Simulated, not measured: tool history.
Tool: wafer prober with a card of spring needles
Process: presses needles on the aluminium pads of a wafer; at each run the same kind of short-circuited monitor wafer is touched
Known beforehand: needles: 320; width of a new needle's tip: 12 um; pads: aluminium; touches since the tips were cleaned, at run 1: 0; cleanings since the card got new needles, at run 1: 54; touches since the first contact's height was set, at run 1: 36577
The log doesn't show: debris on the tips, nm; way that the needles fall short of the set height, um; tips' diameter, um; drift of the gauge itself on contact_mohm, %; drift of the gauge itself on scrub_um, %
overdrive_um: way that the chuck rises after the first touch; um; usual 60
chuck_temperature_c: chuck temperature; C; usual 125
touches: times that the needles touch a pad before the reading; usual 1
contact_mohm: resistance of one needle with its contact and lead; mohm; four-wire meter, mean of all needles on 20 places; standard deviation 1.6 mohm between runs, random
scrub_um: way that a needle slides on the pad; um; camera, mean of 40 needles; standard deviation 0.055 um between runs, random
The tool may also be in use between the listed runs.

run	day	overdrive_um	chuck_temperature_c	touches	touches since the tips were cleaned	cleanings since the card got new needles	touches since the first contact's height was set	contact_mohm	scrub_um
1	0.000	60	125	1	0	54	36577	150	12.91
# day 0.321: tips cleaned on abrasive film
# day 0.579: tips cleaned on abrasive film
2	0.671	60	125	1	1107	56	44397	151	13.01
# day 0.867: tips cleaned on abrasive film
# day 1.125: tips cleaned on abrasive film
3	1.362	60	125	1	2821	58	52443	150	12.89
# day 1.433: tips cleaned on abrasive film
# day 1.688: tips cleaned on abrasive film
# day 2.008: tips cleaned on abrasive film
# day 2.329: tips cleaned on abrasive film
4	2.517	60	125	1	2209	62	65833	154	12.86
# day 2.650: tips cleaned on abrasive film
# day 2.904: tips cleaned on abrasive film
# day 3.229: tips cleaned on abrasive film
5	3.379	60	125	1	1794	65	75837	153	12.86
# day 3.508: tips cleaned on abrasive film
# day 3.767: tips cleaned on abrasive film
# day 4.088: tips cleaned on abrasive film
6	4.133	60	30	1	512	68	84559	139	12.82
# day 4.392: tips cleaned on abrasive film
# day 4.712: tips cleaned on abrasive film
7	4.800	60	30	1	1042	70	92319	135	12.85
# day 4.996: tips cleaned on abrasive film
# day 5.317: tips cleaned on abrasive film
8	5.538	60	125	1	2617	72	100907	153	12.81
# day 5.604: tips cleaned on abrasive film
# day 5.925: tips cleaned on abrasive film
# day 6.246: tips cleaned on abrasive film
9	6.329	59	125	1	952	75	110067	154	12.52
# day 6.521: tips cleaned on abrasive film
# day 6.842: tips cleaned on abrasive film
# day 7.158: tips cleaned on abrasive film
# day 7.417: tips cleaned on abrasive film
10	7.642	59	125	1	2670	79	125358	151	12.62
# day 7.708: tips cleaned on abrasive film
# day 7.967: tips cleaned on abrasive film
# day 8.288: tips cleaned on abrasive film
# day 8.604: tips cleaned on abrasive film
11	8.708	60	44	1	1218	83	137712	138	12.83
# day 8.904: tips cleaned on abrasive film
# day 9.221: tips cleaned on abrasive film
# day 9.542: tips cleaned on abrasive film
12	9.679	60	44	1	1621	86	149017	142	12.72
# day 9.812: tips cleaned on abrasive film
# day 10.071: tips cleaned on abrasive film
# day 10.392: tips cleaned on abrasive film
# day 10.529: height of the first contact set anew
# day 10.725: tips cleaned on abrasive film
# day 11.046: tips cleaned on abrasive film
13	11.092	51	125	1	554	91	6522	154	10.76
# day 11.346: tips cleaned on abrasive film
# day 11.667: tips cleaned on abrasive film
14	11.796	62	34	1	1555	93	14738	141	13.17
# day 11.929: tips cleaned on abrasive film
# day 12.250: tips cleaned on abrasive film
# day 12.571: tips cleaned on abrasive film
15	12.733	71	59	2	1920	96	25610	139	15.11
# day 12.862: tips cleaned on abrasive film
# day 13.183: tips cleaned on abrasive film
# day 13.458: tips cleaned on abrasive film
16	13.458	71	59	2	0	99	34018	140	15.01
# day 13.779: tips cleaned on abrasive film
# day 14.100: tips cleaned on abrasive film
# day 14.358: tips cleaned on abrasive film
# day 14.679: tips cleaned on abrasive film
17	14.775	71	59	2	1129	103	49327	138	15.10
# day 14.971: tips cleaned on abrasive film
# day 15.229: tips cleaned on abrasive film
# day 15.550: tips cleaned on abrasive film
# day 15.808: tips cleaned on abrasive film
18	15.850	60	43	3	514	107	61776	141	12.67
# day 16.104: tips cleaned on abrasive film
# day 16.425: tips cleaned on abrasive film
19	16.517	60	97	1	1110	109	69553	147	12.74
# day 16.712: tips cleaned on abrasive film
# day 16.971: tips cleaned on abrasive film
# day 17.275: tips cleaned on abrasive film
20	17.275	62	32	1	0	112	78306	135	13.13
# day 17.533: tips cleaned on abrasive film
# day 17.854: tips cleaned on abrasive film
# day 18.175: tips cleaned on abrasive film
# day 18.496: tips cleaned on abrasive film
21	18.562	62	32	1	806	116	93293	137	13.14
# day 18.758: tips cleaned on abrasive film
# day 19.079: tips cleaned on abrasive film
# day 19.400: tips cleaned on abrasive film
22	19.546	75	57	1	1728	119	104725	140	15.80
# day 19.679: tips cleaned on abrasive film
# day 20.000: tips cleaned on abrasive film
# day 20.321: tips cleaned on abrasive film
23	20.571	47	50	1	2949	122	116630	144	9.87
# day 20.638: tips cleaned on abrasive film
# day 20.954: tips cleaned on abrasive film
# day 21.275: tips cleaned on abrasive film
# day 21.533: tips cleaned on abrasive film
# day 21.829: tips cleaned on abrasive film
24	21.829	60	125	2	0	127	131234	152	12.70
# day 22.088: tips cleaned on abrasive film
# day 22.408: tips cleaned on abrasive film
# day 22.729: tips cleaned on abrasive film
25	22.871	47	62	2	1653	130	143337	145	9.87
# day 23.004: tips cleaned on abrasive film
# day 23.325: tips cleaned on abrasive film
# day 23.642: tips cleaned on abrasive film
26	23.650	41	94	1	73	133	152357	150	8.72

5 ways to go on from here, each from the tool as it stands after run 26. What would each give?
# day 23.908: tips cleaned on abrasive film
# day 24.171: height of the first contact set anew
# day 24.238: tips cleaned on abrasive film
# day 24.496: tips cleaned on abrasive film
# day 24.817: tips cleaned on abrasive film
A	24.900	51	32	2	989	137	8452	?	?
# day 23.908: tips cleaned on abrasive film
# day 24.171: height of the first contact set anew
# day 24.238: tips cleaned on abrasive film
# day 24.496: tips cleaned on abrasive film
# day 24.817: tips cleaned on abrasive film
B	24.900	60	45	2	989	137	8452	?	?
# day 23.908: tips cleaned on abrasive film
# day 24.171: height of the first contact set anew
# day 24.238: tips cleaned on abrasive film
# day 24.496: tips cleaned on abrasive film
# day 24.817: tips cleaned on abrasive film
C	24.900	48	123	2	989	137	8452	?	?
# day 23.908: tips cleaned on abrasive film
# day 24.171: height of the first contact set anew
# day 24.238: tips cleaned on abrasive film
# day 24.496: tips cleaned on abrasive film
# day 24.817: tips cleaned on abrasive film
D	24.900	79	75	1	989	137	8452	?	?
# day 23.908: tips cleaned on abrasive film
# day 24.171: height of the first contact set anew
# day 24.238: tips cleaned on abrasive film
# day 24.496: tips cleaned on abrasive film
# day 24.817: tips cleaned on abrasive film
E	24.900	41	78	1	989	137	8452	?	?

run	contact_mohm	scrub_um
A	139	10.69
B	139	12.57
C	155	10.05
D	141	16.62
E	150	8.65
Without the tool's hidden state the same runs would have given:
run	contact_mohm	scrub_um
A	139	10.89
B	138	12.80
C	155	10.23
D	141	16.92
E	150	8.80

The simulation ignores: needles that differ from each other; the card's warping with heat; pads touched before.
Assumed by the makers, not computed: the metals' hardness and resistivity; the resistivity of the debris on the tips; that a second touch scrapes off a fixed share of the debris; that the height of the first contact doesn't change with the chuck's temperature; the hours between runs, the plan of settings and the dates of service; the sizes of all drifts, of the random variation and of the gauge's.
